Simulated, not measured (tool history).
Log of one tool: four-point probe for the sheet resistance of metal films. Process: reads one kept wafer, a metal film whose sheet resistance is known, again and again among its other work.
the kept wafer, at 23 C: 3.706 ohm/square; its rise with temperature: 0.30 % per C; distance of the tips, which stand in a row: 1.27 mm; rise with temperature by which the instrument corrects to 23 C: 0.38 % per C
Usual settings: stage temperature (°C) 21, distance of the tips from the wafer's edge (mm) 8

| run | day | stage temperature (°C) | distance of the tips from the wafer's edge (mm) | sheet resistance as the instrument gives it (ohm/square) |
|---|---|---|---|---|
| 1 | 0.000 | 21 | 8 | 3.760390 |
| 2 | 4.054 | 21 | 8 | 3.760768 |
| 3 | 6.888 | 21 | 8 | 3.761880 |
| 4 | 9.933 | 21 | 8 | 3.760273 |
| 5 | 15.258 | 27 | 8 | 3.744039 |
| 6 | 18.783 | 21 | 8 | 3.761550 |
| 7 | 22.858 | 21 | 8 | 3.762084 |
| 8 | 27.012 | 21 | 19 | 3.719871 |
| 9 | 31.658 | 24 | 19 | 3.712025 |
| 10 | 37.008 | 24 | 19 | 3.711876 |
| 11 | 40.129 | 24 | 19 | 3.711152 |
|  | 42.150 | new probe head fitted |
| 12 | 44.083 | 24 | 19 | 3.712317 |
| 13 | 46.450 | 21 | 6 | 3.798282 |
| 14 | 51.200 | 21 | 6 | 3.798517 |
| 15 | 54.021 | 23 | 8 | 3.755412 |
| 16 | 57.050 | 25 | 8 | 3.749202 |
| 17 | 60.021 | 29 | 5 | 3.814174 |
| 18 | 65.133 | 33 | 56 | 3.680616 |
| 19 | 70.817 | 22 | 9 | 3.747830 |
| 20 | 76.046 | 22 | 9 | 3.748747 |
| 21 | 80.442 | 19 | 8 | 3.767566 |
| 22 | 85.817 | 19 | 8 | 3.767087 |
| 23 | 89.817 | 19 | 8 | 3.766988 |
| 24 | 94.508 | 25 | 15 | 3.713366 |
| 25 | 98.125 | 25 | 15 | 3.713575 |
| 26 | 102.867 | 25 | 57 | 3.701193 |
| 27 | 105.296 | 29 | 8 | 3.739580 |

5 ways to go on from here, each from the tool as it stands after run 27. What would each give?
| A | 108.758 | 23 | 13 | ? |
| B | 108.758 | 33 | 56 | ? |
| C | 108.758 | 31 | 6 | ? |
| D | 108.758 | 20 | 8 | ? |
| E | 108.758 | 31 | 12 | ? |

| run | sheet resistance as the instrument gives it (ohm/square) |
|---|---|
| A | 3.724700 |
| B | 3.680856 |
| C | 3.771688 |
| D | 3.765068 |
| E | 3.706653 |
Without the tool's hidden state the same runs would have given:
| run | sheet resistance as the instrument gives it (ohm/square) |
|---|---|
| A | 3.724883 |
| B | 3.681037 |
| C | 3.771873 |
| D | 3.765254 |
| E | 3.706835 |
